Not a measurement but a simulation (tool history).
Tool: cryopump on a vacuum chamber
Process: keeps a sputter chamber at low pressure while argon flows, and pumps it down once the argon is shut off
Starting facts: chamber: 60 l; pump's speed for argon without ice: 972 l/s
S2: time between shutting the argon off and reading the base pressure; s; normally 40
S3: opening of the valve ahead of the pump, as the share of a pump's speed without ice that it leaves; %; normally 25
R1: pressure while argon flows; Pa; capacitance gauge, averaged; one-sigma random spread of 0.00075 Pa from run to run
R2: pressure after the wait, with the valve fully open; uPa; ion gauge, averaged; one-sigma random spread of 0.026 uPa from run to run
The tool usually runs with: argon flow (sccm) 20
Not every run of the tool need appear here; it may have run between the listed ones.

Run 1, hour 0.0: usual settings. Result: R1 0.1449 Pa, R2 2.95 uPa.
Run 2, hour 27.8: usual settings. Result: R1 0.1479 Pa, R2 2.91 uPa.
Run 3, hour 56.1: usual settings. Result: R1 0.1478 Pa, R2 2.93 uPa.
Run 4, hour 80.4: usual settings but argon flow (sccm) 15. Result: R1 0.1107 Pa, R2 2.98 uPa.
Run 5, hour 99.1: usual settings but argon flow (sccm) 15. Result: R1 0.1091 Pa, R2 2.97 uPa.
Run 6, hour 127.1: usual settings but argon flow (sccm) 15. Result: R1 0.1117 Pa, R2 3.04 uPa.
Run 7, hour 148.7: usual settings. Result: R1 0.1479 Pa, R2 2.97 uPa.
Run 8, hour 164.9: usual settings but S3 32 %. Result: R1 0.1172 Pa, R2 3.05 uPa.
Run 9, hour 187.9: usual settings but S3 32 %. Result: R1 0.1188 Pa, R2 3.10 uPa.
Run 10, hour 214.5: usual settings but S3 32 %. Result: R1 0.1187 Pa, R2 3.12 uPa.
Run 11, hour 238.7: usual settings but S3 32 %. Result: R1 0.1191 Pa, R2 3.09 uPa.
Run 12, hour 255.8: usual settings but S3 59 %. Result: R1 0.0704 Pa, R2 3.26 uPa.
Run 13, hour 286.1: usual settings. Result: R1 0.1511 Pa, R2 3.22 uPa.
Run 14, hour 312.1: usual settings. Result: R1 0.1509 Pa, R2 3.25 uPa.
Run 15, hour 336.1: usual settings but argon flow (sccm) 18. Result: R1 0.1362 Pa, R2 3.26 uPa.
Run 16, hour 350.3: usual settings but argon flow (sccm) 18. Result: R1 0.1344 Pa, R2 3.38 uPa.
Run 17, hour 372.3: usual settings but argon flow (sccm) 30. Result: R1 0.2304 Pa, R2 3.36 uPa.
Run 18, hour 391.1: usual settings but argon flow (sccm) 15, S3 20 %. Result: R1 0.1408 Pa, R2 3.44 uPa.
Run 19, hour 421.3: usual settings but argon flow (sccm) 14, S3 20 %. Result: R1 0.1316 Pa, R2 3.39 uPa.
Run 20, hour 444.9: usual settings but argon flow (sccm) 26, S2 85 s, S3 20 %. Result: R1 0.2444 Pa, R2 3.00 uPa.
Run 21, hour 465.7: usual settings but argon flow (sccm) 16, S2 53 s. Result: R1 0.1235 Pa, R2 3.33 uPa.
Run 22, hour 488.6: usual settings but S2 59 s, S3 36 %. Result: R1 0.1126 Pa, R2 3.23 uPa.
Run 23, hour 508.8: usual settings but argon flow (sccm) 13, S2 59 s, S3 36 %. Result: R1 0.0729 Pa, R2 3.22 uPa.
Run 24, hour 528.2: usual settings but argon flow (sccm) 13, S2 59 s, S3 36 %. Result: R1 0.0722 Pa, R2 3.33 uPa.
Run 25, hour 560.2: usual settings but argon flow (sccm) 9, S2 57 s, S3 56 %. Result: R1 0.0354 Pa, R2 3.40 uPa.
At hour 574.5: leaking fittings of the chamber tightened, without venting.
Run 26, hour 589.1: usual settings but argon flow (sccm) 31, S2 22 s. Result: R1 0.2396 Pa, R2 2.06 uPa.
Run 27, hour 614.9: usual settings but S2 80 s, S3 48 %. Result: R1 0.0899 Pa, R2 0.88 uPa.
Run 28, hour 642.8: usual settings but S2 80 s, S3 48 %. Result: R1 0.0910 Pa, R2 0.92 uPa.
At hour 651.8: pump warmed up, emptied and cooled again.
Run 29, hour 669.1: usual settings but argon flow (sccm) 27, S2 67 s. Result: R1 0.1887 Pa, R2 0.85 uPa.
Run 30, hour 692.8: usual settings but argon flow (sccm) 22, S3 20 %. Result: R1 0.1931 Pa, R2 1.20 uPa.
Run 31, hour 707.0: usual settings but argon flow (sccm) 22, S3 20 %. Result: R1 0.1930 Pa, R2 1.24 uPa.
Run 32, hour 729.8: usual settings but argon flow (sccm) 22, S3 20 %. Result: R1 0.1910 Pa, R2 1.20 uPa.
Run 33, hour 756.3: usual settings but argon flow (sccm) 22, S2 50 s, S3 60 %. Result: R1 0.0649 Pa, R2 1.08 uPa.

Consider 4 possible next runs. They are alternatives, not a sequence: every one starts from the tool as it was left by run 33. What does each give?
Run A, hour 782.3: usual settings but S2 239 s. Result: R1 ?, R2 ?.
Run B, hour 782.3: usual settings but S3 20 %. Result: R1 ?, R2 ?.
Run C, hour 782.3: usual settings but argon flow (sccm) 11, S2 70 s, S3 53 %. Result: R1 ?, R2 ?.
Run D, hour 782.3: usual settings but argon flow (sccm) 38, S2 50 s, S3 60 %. Result: R1 ?, R2 ?.

run      R1    R2
  A  0.1404  0.54
  B  0.1755  1.31
  C  0.0372  0.89
  D  0.1135  1.05
Without the tool's hidden state the same runs would have given:
run      R1    R2
  A  0.1385  0.44
  B  0.1735  1.21
  C  0.0361  0.79
  D  0.1097  0.95

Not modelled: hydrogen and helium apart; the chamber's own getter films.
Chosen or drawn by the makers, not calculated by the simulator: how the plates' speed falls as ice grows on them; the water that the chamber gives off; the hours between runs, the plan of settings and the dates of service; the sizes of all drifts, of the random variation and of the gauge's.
